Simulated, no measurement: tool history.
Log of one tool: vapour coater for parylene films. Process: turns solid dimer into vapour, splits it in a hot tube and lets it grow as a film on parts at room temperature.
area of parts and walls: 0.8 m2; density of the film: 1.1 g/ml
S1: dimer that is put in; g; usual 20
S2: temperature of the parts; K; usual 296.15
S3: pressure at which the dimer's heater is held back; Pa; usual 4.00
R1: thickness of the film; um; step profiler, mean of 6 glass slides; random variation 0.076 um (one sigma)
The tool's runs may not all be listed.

run,hour,S1,S2,S3,R1
1,0.0,20,296.15,4.00,18.17
2,25.7,20,296.15,4.00,18.00
3,50.0,20,296.15,4.00,17.96
4,72.4,20,296.15,4.00,18.01
5,87.2,20,296.15,4.00,17.82
6,112.4,20,296.15,4.00,17.89
7,126.3,20,296.15,4.00,17.83
8,138.8,20,296.15,4.00,17.66
9,162.1,8,289.15,4.00,8.31
10,181.4,26,296.15,4.00,22.80
# hour 194.5: trap's valve overhauled
11,211.0,26,296.15,4.00,24.53
12,227.9,11,298.15,4.00,9.77
13,240.7,31,290.15,6.56,33.34
14,257.8,11,297.15,2.42,10.52
15,286.8,11,297.15,2.42,10.39
# hour 293.6: table's thermometer calibrated
16,313.4,25,293.15,4.00,24.17

5 ways to go on from here, each from the tool as it stands after run 16. What would each give?
A,336.9,25,293.15,8.15,?
B,336.9,23,304.15,4.00,?
C,336.9,20,289.15,4.00,?
D,336.9,17,303.15,4.47,?
E,336.9,35,299.15,3.76,?

run,R1
A,22.31
B,16.02
C,21.59
D,11.99
E,28.51
Without the tool's hidden state the same runs would have given:
run,R1
A,22.98
B,16.50
C,22.28
D,12.35
E,29.36
